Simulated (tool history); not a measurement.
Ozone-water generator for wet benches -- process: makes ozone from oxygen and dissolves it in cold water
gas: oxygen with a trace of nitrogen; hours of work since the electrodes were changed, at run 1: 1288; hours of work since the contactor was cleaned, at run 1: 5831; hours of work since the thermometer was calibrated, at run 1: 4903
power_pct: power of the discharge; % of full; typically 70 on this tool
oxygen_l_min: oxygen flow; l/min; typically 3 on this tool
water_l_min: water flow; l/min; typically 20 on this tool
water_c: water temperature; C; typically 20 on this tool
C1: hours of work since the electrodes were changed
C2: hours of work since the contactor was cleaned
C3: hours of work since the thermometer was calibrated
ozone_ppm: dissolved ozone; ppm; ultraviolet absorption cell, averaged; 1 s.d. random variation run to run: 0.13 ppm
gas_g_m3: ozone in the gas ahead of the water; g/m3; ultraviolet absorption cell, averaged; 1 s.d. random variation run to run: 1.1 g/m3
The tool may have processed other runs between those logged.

Run 1, day 0: usual settings; C1 1288; C2 5831; C3 4903. Result: ozone_ppm 14.4 ppm, gas_g_m3 202.9 g/m3.
Run 2, day 1.4: usual settings but oxygen_l_min 3.38 l/min; C1 1319; C2 5861; C3 4934. Result: ozone_ppm 14.8 ppm, gas_g_m3 194.8 g/m3.
Run 3, day 2.704: usual settings but oxygen_l_min 3.38 l/min; C1 1347; C2 5890; C3 4962. Result: ozone_ppm 14.6 ppm, gas_g_m3 193.9 g/m3.
Run 4, day 4.004: usual settings but oxygen_l_min 3.38 l/min; C1 1376; C2 5918; C3 4991. Result: ozone_ppm 14.7 ppm, gas_g_m3 195.4 g/m3.
Run 5, day 5.208: usual settings; C1 1402; C2 5944; C3 5017. Result: ozone_ppm 14.2 ppm, gas_g_m3 206.2 g/m3.
Run 6, day 6.529: usual settings; C1 1431; C2 5973; C3 5046. Result: ozone_ppm 14.1 ppm, gas_g_m3 206.2 g/m3.
Run 7, day 7.504: usual settings but water_l_min 17 l/min; C1 1452; C2 5994; C3 5067. Result: ozone_ppm 16.5 ppm, gas_g_m3 207.1 g/m3.
Run 8, day 8.738: usual settings but water_l_min 18 l/min; C1 1479; C2 6021; C3 5094. Result: ozone_ppm 15.6 ppm, gas_g_m3 204.5 g/m3.
Run 9, day 10.283: usual settings but water_l_min 18 l/min; C1 1513; C2 6055; C3 5128. Result: ozone_ppm 15.5 ppm, gas_g_m3 206.3 g/m3.
Run 10, day 11.504: usual settings but water_l_min 18 l/min, water_c 21 C; C1 1539; C2 6082; C3 5154. Result: ozone_ppm 15.5 ppm, gas_g_m3 204.2 g/m3.
Run 11, day 12.771: usual settings but oxygen_l_min 5.1 l/min; C1 1567; C2 6109; C3 5182. Result: ozone_ppm 16 ppm, gas_g_m3 169.9 g/m3.
Run 12, day 13.575: usual settings; C1 1584; C2 6127; C3 5199. Result: ozone_ppm 14.4 ppm, gas_g_m3 208.3 g/m3.
Run 13, day 14.871: usual settings; C1 1613; C2 6155; C3 5228. Result: ozone_ppm 14.4 ppm, gas_g_m3 207.7 g/m3.
Run 14, day 15.521: usual settings but oxygen_l_min 1.71 l/min, water_l_min 28 l/min; C1 1627; C2 6169; C3 5242. Result: ozone_ppm 8.3 ppm, gas_g_m3 257.6 g/m3.
At day 16.15: gauge calibrated.
Run 15, day 17.083: usual settings but power_pct 49 % of full, oxygen_l_min 2.22 l/min, water_l_min 15 l/min; C1 1661; C2 6203; C3 5276. Result: ozone_ppm 12.7 ppm, gas_g_m3 169.4 g/m3.
Run 16, day 18.417: usual settings but power_pct 79 % of full, oxygen_l_min 4.24 l/min, water_l_min 28 l/min; C1 1690; C2 6233; C3 5305. Result: ozone_ppm 13 ppm, gas_g_m3 196.2 g/m3.
Run 17, day 19.338: usual settings but power_pct 89 % of full, oxygen_l_min 4.24 l/min, water_l_min 13 l/min; C1 1710; C2 6253; C3 5325. Result: ozone_ppm 25.7 ppm, gas_g_m3 215.7 g/m3.
Run 18, day 20.383: usual settings but oxygen_l_min 2.23 l/min; C1 1733; C2 6275; C3 5348. Result: ozone_ppm 13 ppm, gas_g_m3 231.5 g/m3.
Run 19, day 21.558: usual settings but water_c 21 C; C1 1759; C2 6301; C3 5374. Result: ozone_ppm 14.2 ppm, gas_g_m3 206.6 g/m3.
Run 20, day 22.246: usual settings but water_c 21 C; C1 1774; C2 6316; C3 5389. Result: ozone_ppm 14 ppm, gas_g_m3 204.7 g/m3.
Run 21, day 23.417: usual settings but water_c 21 C; C1 1799; C2 6342; C3 5414. Result: ozone_ppm 14.2 ppm, gas_g_m3 205.8 g/m3.
At day 23.783: water thermometer calibrated.
Run 22, day 24.617: usual settings but water_c 21 C; C1 1825; C2 6367; C3 18. Result: ozone_ppm 14.2 ppm, gas_g_m3 205.8 g/m3.
Run 23, day 25.746: usual settings but power_pct 48 % of full, water_c 26 C; C1 1849; C2 6392; C3 43. Result: ozone_ppm 9.9 ppm, gas_g_m3 152 g/m3.
Run 24, day 26.392: usual settings but power_pct 48 % of full, water_c 26 C; C1 1864; C2 6406; C3 57. Result: ozone_ppm 9.9 ppm, gas_g_m3 153.3 g/m3.
Run 25, day 27.346: usual settings but power_pct 48 % of full, water_c 26 C; C1 1884; C2 6427; C3 78. Result: ozone_ppm 9.9 ppm, gas_g_m3 152.8 g/m3.
Run 26, day 28.112: usual settings but power_pct 48 % of full, water_c 26 C; C1 1901; C2 6444; C3 94. Result: ozone_ppm 9.7 ppm, gas_g_m3 153.3 g/m3.

For some of the steps in gas_g_m3 from one run to the next: how much would appear even if the tool had no hidden state, given the settings, what came in and random variation, and how much remains for the hidden state plus any gauge scatter that the measured result and the result without hidden state don't share?
Unlogged tool condition in this case: yield of the discharge, % of new electrodes'; contactor's efficiency, % of a clean one's; true water temperature over the reading, C; drift of the gauge itself on ozone_ppm, %; drift of the gauge itself on gas_g_m3, %.
Run 13 -> 14: oxygen_l_min 3 -> 1.71, water_l_min 20 -> 28. gas_g_m3 +49.9 g/m3: hidden state +1.6, all else +48.3.
Run 14 -> 15: power_pct 70 -> 49, oxygen_l_min 1.71 -> 2.22, water_l_min 28 -> 15, gauge calibrated. gas_g_m3 -88.2 g/m3: hidden state -6.7, all else -81.5.
Run 22 -> 23: power_pct 70 -> 48, water_c 21 -> 26. gas_g_m3 -53.8 g/m3: hidden state -0.5, all else -53.3.

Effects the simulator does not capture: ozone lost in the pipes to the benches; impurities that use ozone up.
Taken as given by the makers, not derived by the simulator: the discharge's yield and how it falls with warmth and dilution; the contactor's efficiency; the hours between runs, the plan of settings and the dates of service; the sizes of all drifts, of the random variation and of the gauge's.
